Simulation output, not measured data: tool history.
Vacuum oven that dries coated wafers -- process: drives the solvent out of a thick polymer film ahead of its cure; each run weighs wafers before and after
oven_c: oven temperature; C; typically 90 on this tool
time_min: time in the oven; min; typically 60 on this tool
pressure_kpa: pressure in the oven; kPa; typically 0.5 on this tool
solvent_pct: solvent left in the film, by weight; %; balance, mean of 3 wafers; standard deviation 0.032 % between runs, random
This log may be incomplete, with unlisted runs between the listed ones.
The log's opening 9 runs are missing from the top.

run,hour,oven_c,time_min,pressure_kpa,hours of work since the thermocouples were calibrated,hours of work since the vacuum gauge was cleaned of residue,solvent_pct
10,128.7,90,60,0.5,845,359,1.68
11,139.2,90,60,0.5,849,364,1.62
12,147.2,94,60,0.5,853,367,0.83
# hour 163.3: oven's thermocouples calibrated
13,167.3,94,60,0.5,2,375,1.03
14,183.9,90,60,0.5,9,383,2.05
15,199.9,90,60,0.5,16,390,2.05
16,208,90,60,1.668,20,393,2.36
17,221.7,90,60,1.668,26,399,2.39
18,236.3,90,60,1.668,32,406,2.36
19,251.6,90,60,1.668,39,413,2.35
20,264.7,90,60,0.358,45,418,1.89
21,279.7,90,45,1.437,51,425,3.65
22,294.1,90,45,1.437,58,431,3.63
23,304.3,78,60,0.329,62,436,6.82
24,315.8,78,60,0.329,67,441,6.93
25,329.4,90,33,0.774,73,447,5.18
26,337.9,90,33,0.774,77,451,5.16
27,354.5,104,60,0.303,84,458,0.16
28,367.6,81,60,0.5,90,464,5.52
29,385.6,81,60,0.5,98,472,5.6
30,395.6,81,60,0.5,103,476,5.47
31,406.3,82,70,0.357,107,481,4.14

Here are 3 independent what-if runs from the current tool condition. What would each one return?
A,421.4,88,99,0.296,114,488,?
B,421.4,92,37,0.375,114,488,?
C,421.4,76,42,0.5,114,488,?

run,solvent_pct
A,0.8
B,3.47
C,9.95
Without the tool's unlogged condition, the same runs would have read:
run,solvent_pct
A,0.8
B,3.6
C,10.08
